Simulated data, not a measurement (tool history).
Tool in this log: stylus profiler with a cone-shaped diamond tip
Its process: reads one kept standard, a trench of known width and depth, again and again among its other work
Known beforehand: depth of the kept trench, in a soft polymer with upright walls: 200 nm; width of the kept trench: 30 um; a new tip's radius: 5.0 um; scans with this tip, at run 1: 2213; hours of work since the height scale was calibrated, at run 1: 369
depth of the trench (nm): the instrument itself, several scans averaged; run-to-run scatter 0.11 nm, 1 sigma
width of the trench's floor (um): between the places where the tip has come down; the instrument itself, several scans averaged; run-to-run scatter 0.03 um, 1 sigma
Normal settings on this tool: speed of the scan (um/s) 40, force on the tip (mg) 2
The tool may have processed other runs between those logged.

| run | hour | speed of the scan (um/s) | force on the tip (mg) | scans with this tip | hours of work since the height scale was calibrated | depth of the trench (nm) | width of the trench's floor (um) |
|---|---|---|---|---|---|---|---|
| 1 | 0 | 40 | 2 | 2213 | 369 | 202.58 | 26.94 |
| 2 | 84.5 | 40 | 2 | 2524 | 421 | 202.67 | 26.99 |
| 3 | 155.5 | 40 | 2 | 2784 | 464 | 202.39 | 26.92 |
|  | 162 | height scale calibrated on a step standard |
| 4 | 221.9 | 40 | 1.73 | 3027 | 37 | 201.92 | 26.85 |
| 5 | 295.5 | 40 | 1.73 | 3297 | 82 | 201.78 | 26.84 |
| 6 | 341.2 | 40 | 1.73 | 3465 | 110 | 202.19 | 26.87 |
| 7 | 391.5 | 40 | 1.23 | 3650 | 141 | 201.47 | 26.89 |
| 8 | 461.4 | 149 | 5.37 | 3907 | 183 | 204.86 | 26.69 |
| 9 | 534 | 40 | 2.93 | 4173 | 228 | 202.77 | 26.9 |
| 10 | 632 | 86 | 3.58 | 4534 | 288 | 203.27 | 26.75 |

What if the next run were any one of these 5? Each begins from the tool's condition after run 10:
|  | 715.9 | height scale calibrated on a step standard, once more |
| A | 730.3 | 55 | 1.77 | 4893 | 9 | ? | ? |
|  | 715.9 | height scale calibrated on a step standard, once more |
| B | 730.3 | 18 | 4.07 | 4893 | 9 | ? | ? |
|  | 715.9 | height scale calibrated on a step standard, once more |
| C | 730.3 | 55 | 2 | 4893 | 9 | ? | ? |
|  | 715.9 | height scale calibrated on a step standard, once more |
| D | 730.3 | 49 | 2.14 | 4893 | 9 | ? | ? |
|  | 715.9 | height scale calibrated on a step standard, once more |
| E | 730.3 | 95 | 1.67 | 4893 | 9 | ? | ? |

| run | depth of the trench (nm) | width of the trench's floor (um) |
|---|---|---|
| A | 202.41 | 26.8 |
| B | 204.34 | 26.99 |
| C | 202.67 | 26.8 |
| D | 203 | 26.83 |
| E | 202.4 | 26.52 |
Without the tool's hidden state the same runs would have given:
| run | depth of the trench (nm) | width of the trench's floor (um) |
|---|---|---|
| A | 202.45 | 26.92 |
| B | 204.38 | 27.11 |
| C | 202.71 | 26.92 |
| D | 203.05 | 26.95 |
| E | 202.45 | 26.64 |
